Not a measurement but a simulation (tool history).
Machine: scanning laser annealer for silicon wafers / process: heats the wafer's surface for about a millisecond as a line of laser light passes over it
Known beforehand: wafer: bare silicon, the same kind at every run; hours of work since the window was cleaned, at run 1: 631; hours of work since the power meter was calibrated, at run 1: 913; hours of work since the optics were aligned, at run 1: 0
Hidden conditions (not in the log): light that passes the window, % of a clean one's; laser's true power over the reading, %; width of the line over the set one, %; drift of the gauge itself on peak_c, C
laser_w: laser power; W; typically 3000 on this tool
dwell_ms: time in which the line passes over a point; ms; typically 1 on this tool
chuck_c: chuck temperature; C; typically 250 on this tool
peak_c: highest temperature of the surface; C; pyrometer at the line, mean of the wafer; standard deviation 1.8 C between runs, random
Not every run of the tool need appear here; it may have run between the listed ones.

| run | day | laser_w | dwell_ms | chuck_c | hours of work since the window was cleaned | hours of work since the power meter was calibrated | hours of work since the optics were aligned | peak_c |
|---|---|---|---|---|---|---|---|---|
| 1 | 0 | 3000 | 1 | 250 | 631 | 913 | 0 | 1067 |
| 2 | 2.396 | 3000 | 1.11 | 250 | 655 | 937 | 24 | 1106 |
| 3 | 5.692 | 3000 | 1 | 227 | 687 | 970 | 57 | 1038 |
| 4 | 8.788 | 3000 | 1 | 227 | 718 | 1001 | 88 | 1044 |
| 5 | 10.175 | 3000 | 1 | 227 | 732 | 1014 | 102 | 1040 |
| 6 | 12.642 | 3000 | 1 | 227 | 757 | 1039 | 126 | 1039 |
| 7 | 14.408 | 3000 | 1 | 227 | 775 | 1057 | 144 | 1038 |
| 8 | 16.512 | 3000 | 1 | 227 | 796 | 1078 | 165 | 1037 |
| 9 | 18.521 | 3000 | 1.07 | 227 | 816 | 1098 | 185 | 1063 |
| 10 | 20.733 | 3000 | 1.07 | 227 | 838 | 1120 | 207 | 1064 |
| 11 | 22.479 | 3191 | 1 | 250 | 855 | 1137 | 225 | 1115 |
| 12 | 25.35 | 3191 | 1 | 250 | 884 | 1166 | 253 | 1112 |
| 13 | 27.167 | 3191 | 1 | 250 | 902 | 1184 | 272 | 1110 |
| 14 | 29.242 | 3191 | 1 | 250 | 923 | 1205 | 292 | 1112 |
| 15 | 31.304 | 3191 | 0.98 | 244 | 943 | 1226 | 313 | 1099 |
|  | 32.258 | window over the wafer cleaned |
| 16 | 34.525 | 3000 | 0.78 | 213 | 23 | 1257 | 344 | 948 |
| 17 | 36.042 | 2641 | 1.1 | 213 | 38 | 1272 | 359 | 965 |
| 18 | 39.317 | 2641 | 0.84 | 258 | 71 | 1305 | 392 | 923 |
| 19 | 41.95 | 2841 | 0.87 | 289 | 97 | 1331 | 418 | 1017 |
| 20 | 45.142 | 2949 | 1 | 280 | 129 | 1363 | 450 | 1084 |
| 21 | 46.8 | 2949 | 1 | 280 | 145 | 1380 | 467 | 1083 |
| 22 | 49.629 | 2973 | 1.08 | 279 | 174 | 1408 | 495 | 1120 |
| 23 | 52.104 | 2973 | 1.08 | 279 | 198 | 1433 | 520 | 1118 |
| 24 | 55.233 | 2973 | 1.08 | 279 | 230 | 1464 | 551 | 1117 |

What if the next run were any one of these 4? Each begins from the tool's condition after run 24:
| A | 58.225 | 2702 | 1.08 | 232 | 260 | 1494 | 581 | ? |
| B | 58.225 | 3010 | 1 | 250 | 260 | 1494 | 581 | ? |
| C | 58.225 | 2973 | 1.08 | 287 | 260 | 1494 | 581 | ? |
| D | 58.225 | 2689 | 0.75 | 243 | 260 | 1494 | 581 | ? |

| run | peak_c |
|---|---|
| A | 988 |
| B | 1067 |
| C | 1124 |
| D | 882 |
Without the tool's hidden state the same runs would have given:
| run | peak_c |
|---|---|
| A | 999 |
| B | 1078 |
| C | 1135 |
| D | 890 |
